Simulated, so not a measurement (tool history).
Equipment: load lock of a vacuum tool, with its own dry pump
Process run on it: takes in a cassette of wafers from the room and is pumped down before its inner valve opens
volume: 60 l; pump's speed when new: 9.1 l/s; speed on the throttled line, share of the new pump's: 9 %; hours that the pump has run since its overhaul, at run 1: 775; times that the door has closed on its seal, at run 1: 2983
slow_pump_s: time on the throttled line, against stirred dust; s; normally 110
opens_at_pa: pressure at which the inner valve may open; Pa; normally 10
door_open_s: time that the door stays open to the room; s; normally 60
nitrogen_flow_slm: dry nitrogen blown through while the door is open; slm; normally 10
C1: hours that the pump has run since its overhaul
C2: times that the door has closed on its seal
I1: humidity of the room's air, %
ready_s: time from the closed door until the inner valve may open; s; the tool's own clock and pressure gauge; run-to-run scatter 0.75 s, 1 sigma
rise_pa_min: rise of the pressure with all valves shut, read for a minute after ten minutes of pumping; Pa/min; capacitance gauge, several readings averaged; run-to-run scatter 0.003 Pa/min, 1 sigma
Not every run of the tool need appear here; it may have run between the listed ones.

Run 1, hour 0: usual settings; C1 775; C2 2983; I1 42.6. Result: ready_s 162 s, rise_pa_min 0.032 Pa/min.
Run 2, hour 157.5: usual settings; C1 933; C2 3277; I1 44.9. Result: ready_s 162.6 s, rise_pa_min 0.04 Pa/min.
Run 3, hour 330.2: usual settings but opens_at_pa 18 Pa; C1 1105; C2 3600; I1 45.8. Result: ready_s 156.5 s, rise_pa_min 0.038 Pa/min.
Run 4, hour 549.8: usual settings but opens_at_pa 18 Pa; C1 1325; C2 4010; I1 42.9. Result: ready_s 157.7 s, rise_pa_min 0.035 Pa/min.
Run 5, hour 732.4: usual settings but opens_at_pa 18 Pa; C1 1508; C2 4351; I1 45.1. Result: ready_s 157.4 s, rise_pa_min 0.04 Pa/min.
Run 6, hour 863: usual settings but opens_at_pa 18 Pa; C1 1638; C2 4595; I1 42.8. Result: ready_s 157 s, rise_pa_min 0.034 Pa/min.
Run 7, hour 1052.4: usual settings but slow_pump_s 112 s; C1 1828; C2 4948; I1 45.9. Result: ready_s 163 s, rise_pa_min 0.035 Pa/min.
Run 8, hour 1234.9: usual settings but nitrogen_flow_slm 8 slm; C1 2010; C2 5289; I1 42.8. Result: ready_s 161.5 s, rise_pa_min 0.04 Pa/min.
Run 9, hour 1391.1: usual settings but door_open_s 55 s, nitrogen_flow_slm 8 slm; C1 2166; C2 5581; I1 45.9. Result: ready_s 162 s, rise_pa_min 0.04 Pa/min.
Run 10, hour 1567.1: usual settings but door_open_s 55 s, nitrogen_flow_slm 8 slm; C1 2342; C2 5910; I1 48.1. Result: ready_s 162 s, rise_pa_min 0.041 Pa/min.
Run 11, hour 1711.7: usual settings but slow_pump_s 135 s, door_open_s 125 s, nitrogen_flow_slm 8 slm; C1 2487; C2 6180; I1 44.9. Result: ready_s 185.2 s, rise_pa_min 0.06 Pa/min.
Run 12, hour 1896.9: usual settings but slow_pump_s 118 s, opens_at_pa 15 Pa, door_open_s 72 s, nitrogen_flow_slm 7 slm; C1 2672; C2 6526; I1 42. Result: ready_s 166.3 s, rise_pa_min 0.048 Pa/min.
Run 13, hour 2008.5: usual settings but opens_at_pa 14 Pa, door_open_s 87 s, nitrogen_flow_slm 14 slm; C1 2784; C2 6734; I1 46.1. Result: ready_s 159.8 s, rise_pa_min 0.041 Pa/min.
Run 14, hour 2176.1: usual settings but slow_pump_s 184 s, opens_at_pa 14 Pa, door_open_s 29 s, nitrogen_flow_slm 14 slm; C1 2951; C2 7047; I1 46.6. Result: ready_s 226.4 s, rise_pa_min 0.022 Pa/min.
Run 15, hour 2339.3: usual settings but slow_pump_s 184 s, opens_at_pa 14 Pa, door_open_s 29 s, nitrogen_flow_slm 14 slm; C1 3114; C2 7352; I1 44.5. Result: ready_s 227.1 s, rise_pa_min 0.033 Pa/min.
Run 16, hour 2549: usual settings but slow_pump_s 184 s, opens_at_pa 14 Pa, door_open_s 29 s, nitrogen_flow_slm 14 slm; C1 3324; C2 7744; I1 45. Result: ready_s 227.9 s, rise_pa_min 0.031 Pa/min.

5 options for the next run, each taken on its own from the tool as it stands now. Forecast them:
Run A, hour 2686.3: usual settings but slow_pump_s 184 s, opens_at_pa 14 Pa, door_open_s 212 s, nitrogen_flow_slm 9 slm; C1 3461; C2 8000; I1 45.7. Result: ready_s ?, rise_pa_min ?.
Run B, hour 2686.3: usual settings but opens_at_pa 9 Pa, door_open_s 40 s; C1 3461; C2 8000; I1 43.7. Result: ready_s ?, rise_pa_min ?.
Run C, hour 2686.3: usual settings but slow_pump_s 112 s, opens_at_pa 11 Pa, door_open_s 93 s, nitrogen_flow_slm 14 slm; C1 3461; C2 8000; I1 45.6. Result: ready_s ?, rise_pa_min ?.
Run D, hour 2686.3: usual settings but slow_pump_s 139 s, door_open_s 54 s; C1 3461; C2 8000; I1 43.9. Result: ready_s ?, rise_pa_min ?.
Run E, hour 2686.3: usual settings; C1 3461; C2 8000; I1 43.7. Result: ready_s ?, rise_pa_min ?.

run  ready_s  rise_pa_min
  A    227.9        0.087
  B    163.9        0.041
  C    163.4        0.048
  D      190        0.042
  E    163.5        0.046
The same runs, with their run-to-run variation unchanged, on a tool lacking any hidden condition would have given:
run  ready_s  rise_pa_min
  A    226.7        0.073
  B    162.4        0.027
  C    161.8        0.034
  D    188.6        0.028
  E      162        0.032

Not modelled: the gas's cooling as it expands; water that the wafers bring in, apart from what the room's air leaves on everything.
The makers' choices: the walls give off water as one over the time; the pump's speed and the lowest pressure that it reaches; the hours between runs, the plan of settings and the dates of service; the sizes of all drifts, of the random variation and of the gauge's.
